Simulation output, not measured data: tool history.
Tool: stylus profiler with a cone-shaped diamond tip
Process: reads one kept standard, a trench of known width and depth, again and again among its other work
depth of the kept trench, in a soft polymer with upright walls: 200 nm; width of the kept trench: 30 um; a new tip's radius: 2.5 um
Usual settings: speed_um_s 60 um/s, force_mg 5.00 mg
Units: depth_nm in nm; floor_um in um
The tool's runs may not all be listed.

{"run": 1, "hour": 0.0, "speed_um_s": 60, "force_mg": 5.0, "depth_nm": 203.24, "floor_um": 27.36}
{"run": 2, "hour": 34.5, "speed_um_s": 60, "force_mg": 5.0, "depth_nm": 203.1, "floor_um": 27.33}
{"run": 3, "hour": 56.6, "speed_um_s": 100, "force_mg": 5.0, "depth_nm": 203.38, "floor_um": 27.18}
{"run": 4, "hour": 97.2, "speed_um_s": 100, "force_mg": 5.0, "depth_nm": 203.25, "floor_um": 27.2}
{"run": 5, "hour": 130.1, "speed_um_s": 60, "force_mg": 12.8, "depth_nm": 205.52, "floor_um": 27.42}
{"run": 6, "hour": 167.6, "speed_um_s": 60, "force_mg": 12.8, "depth_nm": 205.69, "floor_um": 27.4}
{"run": 7, "hour": 201.3, "speed_um_s": 60, "force_mg": 12.8, "depth_nm": 205.93, "floor_um": 27.4}
{"run": 8, "hour": 227.3, "speed_um_s": 60, "force_mg": 12.8, "depth_nm": 205.73, "floor_um": 27.4}
{"run": 9, "hour": 268.7, "speed_um_s": 60, "force_mg": 12.8, "depth_nm": 205.77, "floor_um": 27.34}
{"run": 10, "hour": 287.5, "speed_um_s": 60, "force_mg": 5.0, "depth_nm": 203.3, "floor_um": 27.26}
{"run": 11, "hour": 308.1, "speed_um_s": 60, "force_mg": 3.94, "depth_nm": 202.96, "floor_um": 27.22}
{"run": 12, "hour": 329.1, "speed_um_s": 60, "force_mg": 3.94, "depth_nm": 203.14, "floor_um": 27.24}
{"run": 13, "hour": 349.5, "speed_um_s": 60, "force_mg": 3.94, "depth_nm": 203.09, "floor_um": 27.25}
{"run": 14, "hour": 372.2, "speed_um_s": 60, "force_mg": 3.94, "depth_nm": 202.88, "floor_um": 27.26}
{"run": 15, "hour": 404.2, "speed_um_s": 60, "force_mg": 12.4, "depth_nm": 205.58, "floor_um": 27.33}
{"run": 16, "hour": 446.6, "speed_um_s": 60, "force_mg": 12.4, "depth_nm": 205.52, "floor_um": 27.32}
{"run": 17, "hour": 474.9, "speed_um_s": 60, "force_mg": 12.4, "depth_nm": 205.66, "floor_um": 27.31}
{"run": 18, "hour": 507.4, "speed_um_s": 25, "force_mg": 4.66, "depth_nm": 203.32, "floor_um": 27.35}
{"run": 19, "hour": 550.5, "speed_um_s": 79, "force_mg": 14.84, "depth_nm": 206.36, "floor_um": 27.32}
{"run": 20, "hour": 591.5, "speed_um_s": 158, "force_mg": 2.56, "depth_nm": 202.39, "floor_um": 26.62}
{"run": 21, "hour": 617.4, "speed_um_s": 158, "force_mg": 2.56, "depth_nm": 202.47, "floor_um": 26.59}
{"run": 22, "hour": 659.1, "speed_um_s": 208, "force_mg": 10.95, "depth_nm": 205.26, "floor_um": 26.84}
{"run": 23, "hour": 697.3, "speed_um_s": 124, "force_mg": 2.08, "depth_nm": 202.13, "floor_um": 26.67}
{"run": 24, "hour": 718.9, "speed_um_s": 124, "force_mg": 2.08, "depth_nm": 202.37, "floor_um": 26.7}
{"run": 25, "hour": 749.8, "speed_um_s": 52, "force_mg": 11.61, "depth_nm": 205.64, "floor_um": 27.24}
{"run": 26, "hour": 777.3, "speed_um_s": 150, "force_mg": 12.98, "depth_nm": 206.07, "floor_um": 27.06}
{"run": 27, "hour": 803.7, "speed_um_s": 150, "force_mg": 12.98, "depth_nm": 205.94, "floor_um": 27.03}
{"run": 28, "hour": 843.9, "speed_um_s": 38, "force_mg": 7.28, "depth_nm": 204.56, "floor_um": 27.23}
{"run": 29, "hour": 874.7, "speed_um_s": 237, "force_mg": 12.27, "depth_nm": 205.9, "floor_um": 26.77}
{"run": 30, "hour": 907.2, "speed_um_s": 237, "force_mg": 12.27, "depth_nm": 205.89, "floor_um": 26.72}
{"run": 31, "hour": 943.6, "speed_um_s": 29, "force_mg": 1.68, "depth_nm": 202.36, "floor_um": 27.15}
{"run": 32, "hour": 983.0, "speed_um_s": 60, "force_mg": 2.72, "depth_nm": 202.52, "floor_um": 27.01}
{"run": 33, "hour": 1023.7, "speed_um_s": 18, "force_mg": 6.49, "depth_nm": 204.15, "floor_um": 27.32}
{"run": 34, "hour": 1051.8, "speed_um_s": 88, "force_mg": 11.37, "depth_nm": 205.58, "floor_um": 27.07}

The same runs without the tool's hidden state, with the same run-to-run variation:
The hidden state here: radius of the tip, um; height scale over the true one, %; drift of the gauge itself on depth_nm, %; drift of the gauge itself on floor_um, %.
run=1 depth_nm=202.73 floor_um=27.80
run=2 depth_nm=202.58 floor_um=27.78
run=3 depth_nm=202.85 floor_um=27.64
run=4 depth_nm=202.71 floor_um=27.67
run=5 depth_nm=204.96 floor_um=27.90
run=6 depth_nm=205.11 floor_um=27.89
run=7 depth_nm=205.34 floor_um=27.90
run=8 depth_nm=205.13 floor_um=27.91
run=9 depth_nm=205.14 floor_um=27.86
run=10 depth_nm=202.67 floor_um=27.79
run=11 depth_nm=202.33 floor_um=27.76
run=12 depth_nm=202.50 floor_um=27.78
run=13 depth_nm=202.45 floor_um=27.79
run=14 depth_nm=202.23 floor_um=27.81
run=15 depth_nm=204.90 floor_um=27.89
run=16 depth_nm=204.83 floor_um=27.89
run=17 depth_nm=204.95 floor_um=27.89
run=18 depth_nm=202.61 floor_um=27.94
run=19 depth_nm=205.62 floor_um=27.93
run=20 depth_nm=201.65 floor_um=27.24
run=21 depth_nm=201.72 floor_um=27.21
run=22 depth_nm=204.49 floor_um=27.48
run=23 depth_nm=201.35 floor_um=27.32
run=24 depth_nm=201.58 floor_um=27.36
run=25 depth_nm=204.82 floor_um=27.90
run=26 depth_nm=205.25 floor_um=27.74
run=27 depth_nm=205.10 floor_um=27.72
run=28 depth_nm=203.71 floor_um=27.92
run=29 depth_nm=205.03 floor_um=27.47
run=30 depth_nm=205.02 floor_um=27.43
run=31 depth_nm=201.48 floor_um=27.87
run=32 depth_nm=201.63 floor_um=27.75
run=33 depth_nm=203.24 floor_um=28.06
run=34 depth_nm=204.65 floor_um=27.82
